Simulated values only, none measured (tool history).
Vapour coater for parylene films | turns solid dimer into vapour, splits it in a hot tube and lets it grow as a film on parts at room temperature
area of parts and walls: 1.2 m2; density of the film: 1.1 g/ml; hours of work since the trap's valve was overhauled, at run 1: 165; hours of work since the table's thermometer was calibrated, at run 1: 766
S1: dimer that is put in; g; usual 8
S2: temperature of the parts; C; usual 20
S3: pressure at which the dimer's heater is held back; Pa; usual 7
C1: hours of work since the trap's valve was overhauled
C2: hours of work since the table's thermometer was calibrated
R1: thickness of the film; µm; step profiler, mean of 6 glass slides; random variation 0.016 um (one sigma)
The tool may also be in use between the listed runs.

run	hour	S1	S2	S3	C1	C2	R1
1	0	8	20	7	165	766	3.07
2	19.9	8	20	7	176	777	3.06
3	61.9	8	20	7	198	799	3.05
4	106.5	8	20	4.69	223	823	3.13
5	140.5	8	20	4.69	241	842	3.12
6	163.4	8	20	10.72	253	854	2.92
7	209.6	8	20	7	278	879	3
8	229.8	8	15	7	289	890	3.67
9	260.8	8	20	6.58	306	906	3.03
10	284.7	8	20	7	319	919	3.02
11	317.2	8	20	7	336	937	3.01
12	348.5	8	20	7	353	954	3.03
13	386.4	6	17	4.63	373	974	2.61
14	416.6	6	17	4.63	390	991	2.59
15	449	6	17	4.63	407	1008	2.6
16	494.1	6	17	4.63	432	1032	2.59
17	528.4	9	19	7	450	1051	3.49
18	570.1	8	27	2.85	473	1073	2.4
19	609.7	4	20	8.28	494	1095	1.45
# hour 654.9: trap's valve overhauled
20	655.4	4	20	8.28	0	1117	1.52
21	701.9	8	22	7	25	1142	2.87
22	730.6	8	22	7	41	1158	2.89

Forecast each of these 4 alternatives for the next run:
A	762	9	28	7	58	1175	?
B	762	8	25	8.11	58	1175	?
C	762	3	22	3.97	58	1175	?
D	762	5	21	2.36	58	1175	?

run	R1
A	2.55
B	2.54
C	1.12
D	1.99
Without the tool's hidden state the same runs would have given:
run	R1
A	2.5
B	2.49
C	1.1
D	1.95

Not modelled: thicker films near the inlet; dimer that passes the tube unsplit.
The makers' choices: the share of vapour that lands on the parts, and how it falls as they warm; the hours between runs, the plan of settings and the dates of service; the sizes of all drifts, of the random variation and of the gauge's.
